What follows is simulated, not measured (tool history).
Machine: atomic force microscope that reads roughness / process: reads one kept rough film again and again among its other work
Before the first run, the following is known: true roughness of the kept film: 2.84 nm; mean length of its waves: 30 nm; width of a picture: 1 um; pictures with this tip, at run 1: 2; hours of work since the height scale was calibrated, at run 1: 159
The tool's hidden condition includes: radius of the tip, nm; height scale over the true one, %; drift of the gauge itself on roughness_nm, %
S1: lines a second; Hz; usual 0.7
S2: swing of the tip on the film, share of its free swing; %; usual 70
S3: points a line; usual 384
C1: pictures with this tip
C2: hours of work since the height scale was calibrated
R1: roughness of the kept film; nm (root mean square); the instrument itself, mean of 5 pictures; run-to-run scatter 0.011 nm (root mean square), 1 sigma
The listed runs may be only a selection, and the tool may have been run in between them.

{"run": 1, "day": 0.0, "S1": 0.7, "S2": 70, "S3": 384, "C1": 2, "C2": 159, "R1": 2.529}
{"run": 2, "day": 1.425, "S1": 0.7, "S2": 70, "S3": 384, "C1": 66, "C2": 177, "R1": 2.41}
{"run": 3, "day": 3.346, "S1": 0.7, "S2": 60, "S3": 384, "C1": 152, "C2": 203, "R1": 2.362}
{"run": 4, "day": 5.288, "S1": 0.7, "S2": 60, "S3": 384, "C1": 239, "C2": 228, "R1": 2.259}
{"run": 5, "day": 7.088, "S1": 2.714, "S2": 70, "S3": 384, "C1": 320, "C2": 252, "R1": 1.87}
{"day": 8.0, "done": "new tip fitted"}
{"run": 6, "day": 8.233, "S1": 2.714, "S2": 70, "S3": 384, "C1": 10, "C2": 267, "R1": 2.219}
{"run": 7, "day": 10.358, "S1": 0.7, "S2": 70, "S3": 384, "C1": 105, "C2": 295, "R1": 2.399}
{"run": 8, "day": 12.625, "S1": 0.7, "S2": 70, "S3": 391, "C1": 207, "C2": 325, "R1": 2.241}
{"run": 9, "day": 14.2, "S1": 0.7, "S2": 70, "S3": 391, "C1": 277, "C2": 346, "R1": 2.171}
{"run": 10, "day": 15.479, "S1": 0.7, "S2": 70, "S3": 378, "C1": 335, "C2": 363, "R1": 2.112}
{"day": 16.175, "done": "new tip fitted"}
{"run": 11, "day": 16.775, "S1": 0.7, "S2": 70, "S3": 378, "C1": 27, "C2": 379, "R1": 2.488}
{"run": 12, "day": 18.483, "S1": 1.973, "S2": 79, "S3": 335, "C1": 104, "C2": 402, "R1": 2.058}
{"run": 13, "day": 19.612, "S1": 1.973, "S2": 79, "S3": 335, "C1": 154, "C2": 417, "R1": 2.002}
{"run": 14, "day": 20.783, "S1": 2.458, "S2": 59, "S3": 384, "C1": 207, "C2": 432, "R1": 2.186}
{"run": 15, "day": 23.121, "S1": 0.7, "S2": 64, "S3": 313, "C1": 312, "C2": 463, "R1": 2.156}
{"day": 23.321, "done": "height scale calibrated on a step standard"}
{"day": 24.362, "done": "new tip fitted"}
{"run": 16, "day": 25.467, "S1": 0.7, "S2": 64, "S3": 313, "C1": 49, "C2": 28, "R1": 2.499}
{"run": 17, "day": 26.888, "S1": 2.947, "S2": 65, "S3": 345, "C1": 113, "C2": 47, "R1": 2.188}
{"run": 18, "day": 28.621, "S1": 2.947, "S2": 65, "S3": 345, "C1": 190, "C2": 70, "R1": 2.075}
{"day": 28.979, "done": "height scale calibrated on a step standard, once more"}
{"run": 19, "day": 29.862, "S1": 1.104, "S2": 65, "S3": 290, "C1": 244, "C2": 12, "R1": 2.165}

The next listed run, before its measurement:
{"run": 20, "day": 31.858, "S1": 1.104, "S2": 65, "S3": 290, "C1": 334, "C2": 38, "R1": "?"}

For run 20 the tool returned R1 2.093 nm (root mean square).
Were there no unlogged condition in the tool, this run, its random variation unchanged, would have produced R1 2.509 nm (root mean square).
